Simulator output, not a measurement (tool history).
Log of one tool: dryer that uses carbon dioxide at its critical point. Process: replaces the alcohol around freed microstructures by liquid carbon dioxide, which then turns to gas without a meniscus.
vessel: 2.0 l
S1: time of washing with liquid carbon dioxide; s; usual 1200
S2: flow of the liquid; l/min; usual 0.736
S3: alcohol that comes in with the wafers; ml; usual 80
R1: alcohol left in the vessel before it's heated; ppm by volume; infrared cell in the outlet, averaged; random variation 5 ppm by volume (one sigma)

run	day	S1	S2	S3	R1
1	0.000	1200	0.736	80	138
2	0.504	1200	0.736	80	141
3	1.042	1200	0.736	80	135
4	1.588	1200	0.736	80	144
5	2.179	1200	0.736	80	158
6	2.504	1440	0.736	34	84
7	3.008	1440	0.736	34	75
8	3.367	1020	0.736	52	221
9	3.896	1020	0.978	53	105
10	4.267	1680	0.627	21	83

Forecast each of these 4 alternatives for the next run:
A	4.862	1560	0.880	21	?
B	4.862	1200	0.928	80	?
C	4.862	1680	0.774	21	?
D	4.862	1200	0.941	116	?

run	R1
A	83
B	102
C	87
D	94
Without the tool's hidden state the same runs would have given:
run	R1
A	3
B	10
C	6
D	0

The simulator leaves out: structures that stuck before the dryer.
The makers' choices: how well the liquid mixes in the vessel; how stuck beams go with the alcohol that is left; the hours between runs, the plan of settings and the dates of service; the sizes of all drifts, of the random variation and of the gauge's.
